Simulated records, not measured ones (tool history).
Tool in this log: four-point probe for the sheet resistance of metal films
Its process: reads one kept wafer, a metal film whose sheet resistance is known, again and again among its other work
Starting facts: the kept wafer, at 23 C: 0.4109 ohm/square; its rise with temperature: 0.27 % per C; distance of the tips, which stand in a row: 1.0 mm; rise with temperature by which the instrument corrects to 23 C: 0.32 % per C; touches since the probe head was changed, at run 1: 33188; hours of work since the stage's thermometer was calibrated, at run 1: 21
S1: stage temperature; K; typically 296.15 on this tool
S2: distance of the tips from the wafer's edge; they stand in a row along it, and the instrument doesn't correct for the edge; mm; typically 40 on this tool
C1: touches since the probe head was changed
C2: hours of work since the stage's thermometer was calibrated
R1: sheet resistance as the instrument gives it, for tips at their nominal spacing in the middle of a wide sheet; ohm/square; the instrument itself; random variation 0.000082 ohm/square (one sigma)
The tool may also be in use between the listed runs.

run    hour      S1  S2     C1   C2        R1
  1       0  296.15  40  33188   21  0.411563
  2    20.6  296.15  40  33712   31  0.411498
  3    35.8  296.15  18  34099   38  0.411956
  4    57.5  296.15  71  34652   48  0.411466
  5      92  296.15  71  35532   64  0.411637
  6   113.2  296.15  40  36073   74  0.411435
  7     143  294.15  40  36833   88  0.411818
  8   161.3  294.15  40  37300   96  0.411941
  9   191.8  296.15  40  38076  110  0.411616
 10   217.5  296.15  40  38733  122  0.411585
 11   241.8  296.15  40  39350  133  0.411747
 12   264.1  296.15  40  39919  144  0.411686
 13   295.1  296.15  40  40709  158  0.411429
 14   320.5  296.15  40  41357  170  0.411547
 15   353.4  296.15  10  42195  185  0.413807
 16     382  307.15  10  42924  198  0.412031
 17     399  307.15  10  43359  206  0.411921
 18   417.4  307.15  10  43827  215  0.412041
 19     439  296.15   7  44377  225  0.416084
 20   460.9  296.15   7  44937  235  0.416035
 21   479.4  296.15   7  45408  243  0.416055
 22   510.1  296.15   7  46191  258  0.416137
 23   530.8  305.15   5  46717  267   0.41886
 24   553.2  305.15   5  47289  278  0.418705
 25   583.7  305.15   5  48066  292  0.418962
 26   613.4  291.15  55  48823  306  0.412696
 27   636.7  302.15   4  49416  316  0.424167
 28   662.3  300.15  57  50070  328  0.411186
 29   684.4  300.15  57  50632  338  0.411186
 30   717.5  300.15  17  51477  354  0.411837
 31   750.6  300.15  17  52321  369  0.411983
 32   775.3  306.15   5  52950  381  0.418884
 33   796.9  293.15  28  53501  391  0.412486
 34   823.9  299.15  17  54190  403  0.411931
 35   854.3  299.15  17  54964  417  0.411972
 36   869.6  299.15  17  55354  424  0.412043
 37   904.1  299.15  17  56233  440  0.412044
 38   919.3  300.15   8  56620  447  0.414627
 39   934.3  291.15   4  57002  454  0.426104
 40     969  305.15   8  57887  470  0.413857
 41     989  305.15   8  58398  480   0.41386
 42  1023.2  305.15  11  59270  495  0.412227
 43    1041  305.15  11  59723  504  0.412097
 44  1065.7  296.15  11  60353  515  0.413707

Below, some changes in R1 between adjacent runs. For each, the amount present without the hidden state too (settings, incoming material, random variation) and the amount remaining for the hidden state with gauge scatter not shared by both compared results:
The hidden state here: inner tips' distance over the nominal, %; tips' flats over new ones', %; wafer's true temperature over the reading, C; drift of the gauge itself on sheet_ohm, %.
Run 26 -> 27: S1 291.15 -> 302.15, S2 55 -> 4. R1 +0.011471 ohm/square: hidden state +0.000033, all else +0.011438.
Run 27 -> 28: S1 302.15 -> 300.15, S2 4 -> 57. R1 -0.012981 ohm/square: hidden state -0.000011, all else -0.01297.
Run 31 -> 32: S1 300.15 -> 306.15, S2 17 -> 5. R1 +0.006901 ohm/square: hidden state +0.000026, all else +0.006875.
Run 38 -> 39: S1 300.15 -> 291.15, S2 8 -> 4. R1 +0.011477 ohm/square: hidden state +0.000027, all else +0.01145.
Run 39 -> 40: S1 291.15 -> 305.15, S2 4 -> 8. R1 -0.012247 ohm/square: hidden state -0.000003, all else -0.012244.
